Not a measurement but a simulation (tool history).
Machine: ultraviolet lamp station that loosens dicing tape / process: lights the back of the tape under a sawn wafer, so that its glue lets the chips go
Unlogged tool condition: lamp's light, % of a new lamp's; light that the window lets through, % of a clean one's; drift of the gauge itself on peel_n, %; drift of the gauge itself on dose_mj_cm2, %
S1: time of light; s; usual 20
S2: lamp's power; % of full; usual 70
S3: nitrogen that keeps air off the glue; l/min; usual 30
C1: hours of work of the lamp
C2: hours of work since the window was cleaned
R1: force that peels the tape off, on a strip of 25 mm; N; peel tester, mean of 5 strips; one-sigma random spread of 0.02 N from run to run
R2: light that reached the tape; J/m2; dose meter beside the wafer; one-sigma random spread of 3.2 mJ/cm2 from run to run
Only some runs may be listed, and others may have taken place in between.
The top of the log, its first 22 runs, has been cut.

run,hour,S1,S2,S3,C1,C2,R1,R2
23,1114.4,11,70,30,1045,169,2.319,2750
24,1152.7,20,61,30,1066,191,1.201,4330
25,1219.4,20,61,30,1103,228,1.222,4280
26,1289.6,20,61,30,1142,266,1.229,4340
27,1337.4,13,82,50,1168,293,1.176,3830
28,1369.0,25,77,36,1186,310,0.457,6850
29,1438.2,12,72,59,1224,349,1.534,3090
30,1473.1,17,73,50,1244,368,0.895,4360
# hour 1496.8: window cleaned of glue's vapour
31,1505.4,20,81,15,1261,5,1.120,5690
32,1551.7,20,81,15,1287,30,1.078,5680
33,1584.1,20,81,41,1305,48,0.592,5680
34,1649.0,20,81,36,1341,84,0.644,5670
35,1699.6,20,81,36,1369,112,0.638,5710
36,1753.6,15,98,35,1399,142,0.788,5240
37,1814.7,19,93,10,1433,176,1.290,6320
38,1856.2,20,64,38,1456,199,0.950,4540
39,1899.2,14,84,38,1479,223,1.152,4190
40,1970.6,14,84,38,1519,263,1.164,4120
41,2023.2,12,70,23,1548,292,2.374,2980
42,2082.9,20,70,24,1581,325,1.116,4960
43,2128.5,28,82,29,1607,350,0.377,8170

Forecast each of these 4 alternatives for the next run:
# hour 2180.0: window cleaned of glue's vapour
A,2197.5,31,82,40,1644,10,?,?
# hour 2180.0: window cleaned of glue's vapour
B,2197.5,22,77,21,1644,10,?,?
# hour 2180.0: window cleaned of glue's vapour
C,2197.5,12,70,13,1644,10,?,?
# hour 2180.0: window cleaned of glue's vapour
D,2197.5,33,70,30,1644,10,?,?

run,R1,R2
A,0.251,9040
B,0.851,5960
C,2.919,2920
D,0.359,8160
With no hidden state in the tool, these same runs would have given:
run,R1,R2
A,0.250,9070
B,0.846,5980
C,2.910,2930
D,0.357,8190
